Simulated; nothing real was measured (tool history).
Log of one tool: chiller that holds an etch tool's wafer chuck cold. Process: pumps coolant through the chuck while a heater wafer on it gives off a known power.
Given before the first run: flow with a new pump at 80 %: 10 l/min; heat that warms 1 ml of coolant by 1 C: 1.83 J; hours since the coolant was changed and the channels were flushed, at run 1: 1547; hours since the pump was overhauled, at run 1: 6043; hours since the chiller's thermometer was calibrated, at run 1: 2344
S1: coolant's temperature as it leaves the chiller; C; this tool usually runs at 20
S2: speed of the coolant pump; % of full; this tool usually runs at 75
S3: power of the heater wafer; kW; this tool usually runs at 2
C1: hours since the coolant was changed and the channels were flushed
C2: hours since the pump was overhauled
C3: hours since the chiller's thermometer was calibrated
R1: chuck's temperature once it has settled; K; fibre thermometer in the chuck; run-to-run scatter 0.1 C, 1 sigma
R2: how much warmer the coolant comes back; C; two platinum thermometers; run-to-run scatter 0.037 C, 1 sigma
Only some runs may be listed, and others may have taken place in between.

Run 1, hour 0: usual settings; C1 1547; C2 6043; C3 2344. Result: R1 308.25 K, R2 7.94 C.
Run 2, hour 70.7: usual settings; C1 1618; C2 6114; C3 2415. Result: R1 308.25 K, R2 7.95 C.
At hour 124.4: chiller's thermometer calibrated.
Run 3, hour 217.7: usual settings but S3 2.961 kW; C1 1764; C2 6260; C3 93. Result: R1 315.55 K, R2 11.83 C.
Run 4, hour 330.6: usual settings but S3 2.961 kW; C1 1877; C2 6373; C3 206. Result: R1 315.75 K, R2 11.75 C.
Run 5, hour 430.8: usual settings but S1 17 C; C1 1977; C2 6473; C3 306. Result: R1 305.55 K, R2 7.98 C.
Run 6, hour 511.3: usual settings but S1 17 C; C1 2058; C2 6554; C3 387. Result: R1 305.45 K, R2 7.98 C.
Run 7, hour 599.6: usual settings but S3 2.877 kW; C1 2146; C2 6642; C3 475. Result: R1 315.35 K, R2 11.54 C.
Run 8, hour 759.2: usual settings but S1 24 C; C1 2306; C2 6801; C3 635. Result: R1 312.55 K, R2 8.04 C.
Run 9, hour 899.5: usual settings but S1 24 C; C1 2446; C2 6942; C3 775. Result: R1 312.75 K, R2 8.08 C.
Run 10, hour 983.9: usual settings; C1 2530; C2 7026; C3 860. Result: R1 308.85 K, R2 8.13 C.
Run 11, hour 1077.2: usual settings; C1 2624; C2 7119; C3 953. Result: R1 308.85 K, R2 8.05 C.
Run 12, hour 1147.4: usual settings; C1 2694; C2 7190; C3 1023. Result: R1 308.85 K, R2 8.21 C.
Run 13, hour 1275.6: usual settings but S3 1.557 kW; C1 2822; C2 7318; C3 1151. Result: R1 305.45 K, R2 6.29 C.
Run 14, hour 1414.1: usual settings; C1 2961; C2 7456; C3 1290. Result: R1 308.95 K, R2 8.17 C.
Run 15, hour 1491.5: usual settings but S3 2.458 kW; C1 3038; C2 7534; C3 1367. Result: R1 312.65 K, R2 10.02 C.
Run 16, hour 1649.8: usual settings but S3 2.303 kW; C1 3196; C2 7692; C3 1525. Result: R1 311.45 K, R2 9.41 C.
Run 17, hour 1788.5: usual settings but S3 2.303 kW; C1 3335; C2 7831; C3 1664. Result: R1 311.65 K, R2 9.44 C.
Run 18, hour 1935.5: usual settings but S2 63 % of full, S3 2.347 kW; C1 3482; C2 7978; C3 1811. Result: R1 314.35 K, R2 11.55 C.
Run 19, hour 2080.8: usual settings but S2 63 % of full, S3 2.347 kW; C1 3627; C2 8123; C3 1956. Result: R1 314.45 K, R2 11.65 C.
Run 20, hour 2228.3: usual settings but S2 63 % of full, S3 2.347 kW; C1 3775; C2 8271; C3 2104. Result: R1 314.55 K, R2 11.73 C.
Run 21, hour 2343: usual settings but S2 73 % of full, S3 2.347 kW; C1 3889; C2 8385; C3 2219. Result: R1 312.55 K, R2 10.05 C.
Run 22, hour 2468.1: usual settings but S1 12 C, S2 81 % of full, S3 1.729 kW; C1 4014; C2 8510; C3 2344. Result: R1 298.75 K, R2 6.68 C.
At hour 2598.3: chiller's thermometer calibrated.
Run 23, hour 2618.6: usual settings but S2 85 % of full, S3 2.655 kW; C1 4164; C2 8660; C3 20. Result: R1 312.95 K, R2 9.87 C.
Run 24, hour 2711.3: usual settings but S2 85 % of full, S3 2.655 kW; C1 4257; C2 8753; C3 113. Result: R1 313.05 K, R2 9.81 C.
Run 25, hour 2870.7: usual settings but S1 21 C, S2 77 % of full, S3 2.655 kW; C1 4416; C2 8912; C3 272. Result: R1 315.25 K, R2 10.96 C.
Run 26, hour 2987.9: usual settings but S1 13 C, S2 69 % of full; C1 4533; C2 9029; C3 390. Result: R1 303.35 K, R2 9.32 C.

Run 27 is up next; what results do you expect?
Run 27, hour 3060.8: usual settings but S1 24 C, S2 84 % of full; C1 4606; C2 9102; C3 463. Result: R1 ?, R2 ?.

R1: 312.35 K
R2: 7.5 C
With no hidden state in the tool, this same run would have given R1 309.75 K, R2 6.17 C.
